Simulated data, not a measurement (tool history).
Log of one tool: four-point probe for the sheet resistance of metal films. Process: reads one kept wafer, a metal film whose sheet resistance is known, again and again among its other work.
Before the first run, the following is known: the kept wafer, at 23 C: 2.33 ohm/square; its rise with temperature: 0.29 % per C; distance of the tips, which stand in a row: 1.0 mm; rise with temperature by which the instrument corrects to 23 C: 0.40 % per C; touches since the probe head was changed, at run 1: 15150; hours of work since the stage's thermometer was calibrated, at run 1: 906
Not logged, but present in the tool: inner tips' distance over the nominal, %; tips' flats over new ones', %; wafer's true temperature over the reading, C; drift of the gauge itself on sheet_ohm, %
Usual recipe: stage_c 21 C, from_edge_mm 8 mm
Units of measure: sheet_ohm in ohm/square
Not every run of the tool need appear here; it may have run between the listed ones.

run,hour,stage_c,from_edge_mm,touches since the probe head was changed,hours of work since the stage's thermometer was calibrated,sheet_ohm
1,0,21,8,15150,906,2.351873
2,16.9,21,24,15770,916,2.334972
3,55.8,21,24,17191,940,2.335089
4,91.8,21,24,18506,963,2.335686
5,119.5,21,8,19520,980,2.352313
6,160.4,21,8,21013,1006,2.353576
7,201.1,27,8,22500,1031,2.337742
8,228.7,27,8,23510,1048,2.338108
9,269.7,21,8,25008,1074,2.352722
10,304.4,21,8,26275,1095,2.354634
11,342.1,21,8,27655,1119,2.353732
12,365.8,21,7,28522,1134,2.360092
13,393.2,24,8,29522,1151,2.347024
14,428.5,22,8,30812,1173,2.352364
15,468.6,22,8,32279,1198,2.35275
16,499.8,21,3,33418,1217,2.466778
17,536.2,21,12,34747,1240,2.344174
18,556.7,34,8,35498,1253,2.323882
19,584.5,34,6,36516,1270,2.338584
20,607.2,21,8,37345,1284,2.355915
21,634.1,21,8,38329,1301,2.355529
22,671.6,21,8,39700,1324,2.356188
23,706.2,29,9,40961,1346,2.33182
24,746.1,33,3,42422,1371,2.436399
25,785.2,33,9,43849,1395,2.322006
26,813.2,28,34,44872,1413,2.321352
27,853.8,28,34,46356,1438,2.321047
28,881.5,21,59,47371,1455,2.338152
29,921.3,31,5,48825,1480,2.362363
# hour 934.1: stage's thermometer calibrated
30,946.5,31,5,49726,8,2.364418
31,984.7,26,13,51123,32,2.335788
32,1008.9,21,7,52008,47,2.365651
33,1048.7,27,13,53462,71,2.332785
34,1070,21,11,54242,85,2.351238
35,1110.3,29,25,55716,110,2.323231
36,1130.7,30,5,56462,123,2.367849
37,1147.4,26,14,57069,133,2.335322
38,1170.4,26,14,57911,147,2.335046
39,1193.8,19,21,58768,162,2.349414
40,1232,25,4,60161,186,2.407035
41,1268.9,21,5,61513,209,2.391237
42,1308.2,31,13,62947,233,2.324185
43,1334.4,31,7,63907,250,2.342506
44,1367.2,31,7,65104,270,2.342363

Each row is a separate what-if for the run after 44, all from the same tool condition, not one after another. Results?
A,1396.3,29,5,66169,288,?
B,1396.3,34,33,66169,288,?
C,1396.3,21,7,66169,288,?
D,1396.3,29,24,66169,288,?

run,sheet_ohm
A,2.371186
B,2.311751
C,2.368262
D,2.324797
What these runs would have given with no unlogged condition in the tool:
run,sheet_ohm
A,2.363704
B,2.30444
C,2.360792
D,2.317449

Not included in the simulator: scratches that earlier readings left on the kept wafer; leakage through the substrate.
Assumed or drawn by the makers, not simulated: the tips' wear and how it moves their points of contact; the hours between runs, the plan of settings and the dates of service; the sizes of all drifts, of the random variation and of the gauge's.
